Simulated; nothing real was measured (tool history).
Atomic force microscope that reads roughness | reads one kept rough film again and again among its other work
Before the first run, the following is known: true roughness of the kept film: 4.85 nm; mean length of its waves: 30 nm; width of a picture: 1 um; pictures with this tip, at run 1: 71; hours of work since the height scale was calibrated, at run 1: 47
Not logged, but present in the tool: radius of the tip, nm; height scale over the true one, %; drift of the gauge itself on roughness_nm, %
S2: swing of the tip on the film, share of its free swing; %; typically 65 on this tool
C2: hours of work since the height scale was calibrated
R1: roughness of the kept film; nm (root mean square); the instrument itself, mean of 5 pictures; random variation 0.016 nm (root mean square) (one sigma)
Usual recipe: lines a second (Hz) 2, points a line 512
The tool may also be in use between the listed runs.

{"run": 1, "hour": 0.0, "lines a second (Hz)": 2, "S2": 65, "points a line": 512, "pictures with this tip": 71, "C2": 47, "R1": 3.723}
{"run": 2, "hour": 9.5, "lines a second (Hz)": 2, "S2": 65, "points a line": 512, "pictures with this tip": 83, "C2": 53, "R1": 3.643}
{"run": 3, "hour": 16.9, "lines a second (Hz)": 2, "S2": 65, "points a line": 512, "pictures with this tip": 92, "C2": 58, "R1": 3.641}
{"run": 4, "hour": 22.3, "lines a second (Hz)": 1.65, "S2": 65, "points a line": 512, "pictures with this tip": 98, "C2": 62, "R1": 3.647}
{"run": 5, "hour": 31.6, "lines a second (Hz)": 0.85, "S2": 65, "points a line": 512, "pictures with this tip": 109, "C2": 68, "R1": 3.717}
{"run": 6, "hour": 37.8, "lines a second (Hz)": 0.85, "S2": 65, "points a line": 512, "pictures with this tip": 117, "C2": 72, "R1": 3.697}
{"run": 7, "hour": 45.6, "lines a second (Hz)": 0.85, "S2": 65, "points a line": 512, "pictures with this tip": 126, "C2": 77, "R1": 3.628}
{"run": 8, "hour": 54.3, "lines a second (Hz)": 0.85, "S2": 65, "points a line": 512, "pictures with this tip": 137, "C2": 83, "R1": 3.616}
{"run": 9, "hour": 64.2, "lines a second (Hz)": 0.85, "S2": 65, "points a line": 512, "pictures with this tip": 148, "C2": 90, "R1": 3.555}
{"run": 10, "hour": 73.0, "lines a second (Hz)": 0.85, "S2": 65, "points a line": 512, "pictures with this tip": 159, "C2": 96, "R1": 3.567}
{"run": 11, "hour": 78.0, "lines a second (Hz)": 2, "S2": 65, "points a line": 690, "pictures with this tip": 165, "C2": 99, "R1": 3.4}
{"run": 12, "hour": 86.0, "lines a second (Hz)": 2, "S2": 65, "points a line": 690, "pictures with this tip": 175, "C2": 104, "R1": 3.423}
{"run": 13, "hour": 95.9, "lines a second (Hz)": 2, "S2": 65, "points a line": 690, "pictures with this tip": 187, "C2": 111, "R1": 3.356}
{"run": 14, "hour": 101.1, "lines a second (Hz)": 2.93, "S2": 65, "points a line": 512, "pictures with this tip": 193, "C2": 115, "R1": 3.277}
{"run": 15, "hour": 105.7, "lines a second (Hz)": 2, "S2": 65, "points a line": 512, "pictures with this tip": 198, "C2": 118, "R1": 3.316}
{"run": 16, "hour": 110.7, "lines a second (Hz)": 2, "S2": 65, "points a line": 512, "pictures with this tip": 204, "C2": 121, "R1": 3.334}
{"run": 17, "hour": 118.1, "lines a second (Hz)": 2, "S2": 65, "points a line": 512, "pictures with this tip": 213, "C2": 126, "R1": 3.296}
{"run": 18, "hour": 127.3, "lines a second (Hz)": 2, "S2": 65, "points a line": 512, "pictures with this tip": 224, "C2": 132, "R1": 3.277}
{"run": 19, "hour": 137.5, "lines a second (Hz)": 1.99, "S2": 65, "points a line": 340, "pictures with this tip": 236, "C2": 139, "R1": 3.226}
{"run": 20, "hour": 147.6, "lines a second (Hz)": 0.54, "S2": 87, "points a line": 741, "pictures with this tip": 249, "C2": 146, "R1": 3.23}
{"run": 21, "hour": 157.1, "lines a second (Hz)": 1.29, "S2": 64, "points a line": 274, "pictures with this tip": 260, "C2": 152, "R1": 3.221}
{"run": 22, "hour": 165.6, "lines a second (Hz)": 2, "S2": 81, "points a line": 391, "pictures with this tip": 270, "C2": 158, "R1": 2.941}
{"run": 23, "hour": 174.5, "lines a second (Hz)": 1.34, "S2": 58, "points a line": 391, "pictures with this tip": 281, "C2": 164, "R1": 3.236}
{"run": 24, "hour": 182.0, "lines a second (Hz)": 1.34, "S2": 75, "points a line": 391, "pictures with this tip": 290, "C2": 169, "R1": 3.064}
{"run": 25, "hour": 190.7, "lines a second (Hz)": 1.34, "S2": 75, "points a line": 391, "pictures with this tip": 300, "C2": 174, "R1": 3.056}
{"hour": 199.2, "done": "new tip fitted"}
{"run": 26, "hour": 199.2, "lines a second (Hz)": 3.01, "S2": 63, "points a line": 324, "pictures with this tip": 0, "C2": 180, "R1": 3.855}
{"run": 27, "hour": 208.8, "lines a second (Hz)": 2, "S2": 77, "points a line": 512, "pictures with this tip": 11, "C2": 186, "R1": 3.711}
{"run": 28, "hour": 215.2, "lines a second (Hz)": 2.31, "S2": 67, "points a line": 512, "pictures with this tip": 19, "C2": 190, "R1": 3.824}
{"run": 29, "hour": 222.2, "lines a second (Hz)": 0.76, "S2": 67, "points a line": 607, "pictures with this tip": 27, "C2": 195, "R1": 3.982}
{"run": 30, "hour": 232.3, "lines a second (Hz)": 1.83, "S2": 75, "points a line": 512, "pictures with this tip": 40, "C2": 202, "R1": 3.686}

Below, some changes in R1 between adjacent runs. For each, the amount present without the hidden state too (settings, incoming material, random variation) and the amount remaining for the hidden state with gauge scatter not shared by both compared results:
Run 4 -> 5: lines a second (Hz) 1.65 -> 0.85. R1 +0.07 nm (root mean square): hidden state -0.042, all else +0.112.
Run 22 -> 23: lines a second (Hz) 2 -> 1.34, S2 81 -> 58. R1 +0.295 nm (root mean square): hidden state -0.109, all else +0.404.
Run 25 -> 26: lines a second (Hz) 1.34 -> 3.01, S2 75 -> 63, points a line 391 -> 324, new tip fitted. R1 +0.799 nm (root mean square): hidden state +0.848, all else -0.049.
Run 29 -> 30: lines a second (Hz) 0.76 -> 1.83, S2 67 -> 75, points a line 607 -> 512. R1 -0.296 nm (root mean square): hidden state -0.033, all else -0.263.

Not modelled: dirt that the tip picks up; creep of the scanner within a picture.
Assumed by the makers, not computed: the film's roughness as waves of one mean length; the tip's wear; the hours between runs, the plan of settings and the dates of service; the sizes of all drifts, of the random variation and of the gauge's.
